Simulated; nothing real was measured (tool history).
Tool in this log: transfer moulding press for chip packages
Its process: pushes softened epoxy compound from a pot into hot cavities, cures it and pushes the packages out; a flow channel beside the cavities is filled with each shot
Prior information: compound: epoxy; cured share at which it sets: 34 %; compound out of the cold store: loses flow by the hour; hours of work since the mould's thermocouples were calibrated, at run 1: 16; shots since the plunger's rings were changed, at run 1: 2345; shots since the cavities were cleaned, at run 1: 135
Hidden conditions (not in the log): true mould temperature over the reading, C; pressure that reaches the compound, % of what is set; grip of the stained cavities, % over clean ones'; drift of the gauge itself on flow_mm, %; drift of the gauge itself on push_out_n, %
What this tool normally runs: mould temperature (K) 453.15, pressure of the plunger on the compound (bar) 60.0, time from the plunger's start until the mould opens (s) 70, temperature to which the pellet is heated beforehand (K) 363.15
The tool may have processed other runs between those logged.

run  hour  mould temperature (K)  pressure of the plunger on the compound (bar)  time from the plunger's start until the mould opens (s)  temperature to which the pellet is heated beforehand (K)  hours of work since the mould's thermocouples were calibrated  shots since the plunger's rings were changed  shots since the cavities were cleaned  incoming compound's hours out of the cold store  length that the compound runs in the flow channel (mm)  greatest force on the pins that push the packages out (N)
  1   0.0                 453.15                                           60.0                                                       70                                                    363.15                                                             16                                          2345                                    135                                             19.8                                                     718                                                        427
  2   5.5                 453.15                                           60.0                                                       70                                                    373.15                                                             18                                          2397                                    187                                             26.8                                                     691                                                        406
  3  12.6                 453.15                                           57.7                                                       70                                                    363.15                                                             21                                          2464                                    254                                             32.2                                                     655                                                        442
  4  18.1                 453.15                                           57.7                                                       70                                                    363.15                                                             23                                          2515                                    305                                             24.7                                                     680                                                        453
  5  23.0                 453.15                                           60.0                                                       70                                                    363.15                                                             26                                          2560                                    350                                             12.4                                                     740                                                        506
  6  29.0                 453.15                                           60.0                                                       70                                                    363.15                                                             28                                          2616                                    406                                             25.4                                                     692                                                        486
  7  34.3                 453.15                                           60.0                                                       70                                                    360.15                                                             31                                          2667                                    457                                             20.0                                                     710                                                        516
     39.3  -- cavities cleaned with cleaning compound and waxed
  8  43.1                 453.15                                           60.0                                                       70                                                    360.15                                                             34                                          2735                                     36                                             38.2                                                     651                                                        407
  9  47.3                 453.15                                           60.0                                                       70                                                    360.15                                                             36                                          2774                                     75                                             15.9                                                     721                                                        438
 10  52.2                 453.15                                           60.0                                                       70                                                    360.15                                                             38                                          2820                                    121                                             41.3                                                     637                                                        413
     59.3  -- plunger's sealing rings changed
 11  61.7                 458.15                                           60.0                                                       70                                                    357.15                                                             41                                            22                                    186                                             23.6                                                     731                                                        335
 12  68.5                 453.15                                           72.7                                                       91                                                    363.15                                                             44                                            86                                    250                                             46.2                                                     733                                                        316
 13  73.4                 458.15                                           72.7                                                      104                                                    363.15                                                             46                                           132                                    296                                             11.6                                                     847                                                        294
 14  77.8                 451.15                                           51.6                                                       96                                                    360.15                                                             48                                           174                                    338                                              8.5                                                     744                                                        340
 15  85.8                 457.15                                           48.6                                                       84                                                    360.15                                                             51                                           248                                    412                                             23.4                                                     656                                                        336
     95.4  -- cavities cleaned with cleaning compound and waxed
 16  97.4                 457.15                                           48.6                                                       84                                                    360.15                                                             56                                           343                                     19                                              8.5                                                     707                                                        278

Alternative continuations, all from the tool just after run 16; predict every row:
  A  103.9                 457.15                                           49.3                                                       84                                                    360.15                                                             59                                           404                                     80                                             14.7                                                       ?                                                          ?
  B  103.9                 458.15                                           60.0                                                       70                                                    363.15                                                             59                                           404                                     80                                             12.5                                                       ?                                                          ?
  C  103.9                 457.15                                           52.8                                                       84                                                    360.15                                                             59                                           404                                     80                                             32.7                                                       ?                                                          ?
  D  103.9                 453.15                                           53.6                                                       71                                                    354.15                                                             59                                           404                                     80                                             21.5                                                       ?                                                          ?
  E  103.9                 453.15                                           54.0                                                       69                                                    356.15                                                             59                                           404                                     80                                             47.6                                                       ?                                                          ?

run  length that the compound runs in the flow channel (mm)  greatest force on the pins that push the packages out (N)
  A                                                     686                                                        276
  B                                                     765                                                        336
  C                                                     653                                                        272
  D                                                     706                                                        426
  E                                                     624                                                        396
With no hidden state in the tool, these same runs would have given:
run  length that the compound runs in the flow channel (mm)  greatest force on the pins that push the packages out (N)
  A                                                     694                                                        257
  B                                                     773                                                        312
  C                                                     660                                                        253
  D                                                     714                                                        395
  E                                                     631                                                        367

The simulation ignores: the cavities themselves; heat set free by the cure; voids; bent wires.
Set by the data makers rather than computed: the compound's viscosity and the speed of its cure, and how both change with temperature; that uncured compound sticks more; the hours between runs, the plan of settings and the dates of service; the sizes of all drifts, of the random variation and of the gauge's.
